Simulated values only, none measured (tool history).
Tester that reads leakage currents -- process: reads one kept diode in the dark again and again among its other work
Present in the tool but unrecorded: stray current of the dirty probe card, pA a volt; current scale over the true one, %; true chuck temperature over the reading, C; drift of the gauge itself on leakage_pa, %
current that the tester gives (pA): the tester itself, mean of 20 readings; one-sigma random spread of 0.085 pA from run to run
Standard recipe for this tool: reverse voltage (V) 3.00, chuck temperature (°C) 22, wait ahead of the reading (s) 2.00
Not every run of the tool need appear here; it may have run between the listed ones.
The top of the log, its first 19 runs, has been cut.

run,hour,reverse voltage (V),chuck temperature (°C),wait ahead of the reading (s),hours of work since the probe card was cleaned,hours of work since the tester was calibrated,hours of work since the chuck was calibrated,current that the tester gives (pA)
20,1598.4,3.00,22,2.00,112,2736,307,22.85
21,1714.9,3.00,22,2.00,175,2799,370,22.98
22,1796.7,19.74,53,1.59,219,2844,415,638.87
23,1895.9,19.74,53,1.59,273,2897,468,638.57
24,1966.0,8.88,46,8.30,310,2935,506,265.96
25,2057.7,17.74,22,2.00,360,2984,556,49.68
26,2174.3,17.74,22,2.00,423,3048,619,50.14
27,2240.1,9.85,59,5.46,459,3083,654,734.53
28,2360.3,8.43,59,5.46,524,3148,719,689.59
29,2434.5,18.54,34,9.39,564,3188,759,139.25
30,2533.6,1.08,54,2.22,617,3242,813,200.71
31,2592.5,1.91,54,0.33,649,3273,844,257.58
32,2641.4,1.91,54,0.33,675,3300,871,257.34
33,2698.8,1.91,54,0.33,706,3331,902,257.91
34,2787.3,3.42,53,4.43,754,3379,950,304.74
35,2850.2,3.00,22,4.36,788,3413,984,22.73
36,2964.4,1.27,20,1.02,850,3474,1045,13.32
37,3033.1,3.00,57,0.90,887,3511,1082,385.10
38,3085.6,6.04,22,2.00,915,3540,1111,31.12
39,3202.5,5.72,36,0.73,978,3603,1174,102.03

3 ways to go on from here, each from the tool as it stands after run 39. What would each give?
A,3305.7,3.00,50,1.05,1034,3659,1230,?
B,3305.7,2.65,46,2.34,1034,3659,1230,?
C,3305.7,3.00,56,2.00,1034,3659,1230,?

run,current that the tester gives (pA)
A,230.30
B,160.00
C,360.34
Without the tool's unlogged condition, the same runs would have read:
run,current that the tester gives (pA)
A,230.17
B,159.90
C,360.15

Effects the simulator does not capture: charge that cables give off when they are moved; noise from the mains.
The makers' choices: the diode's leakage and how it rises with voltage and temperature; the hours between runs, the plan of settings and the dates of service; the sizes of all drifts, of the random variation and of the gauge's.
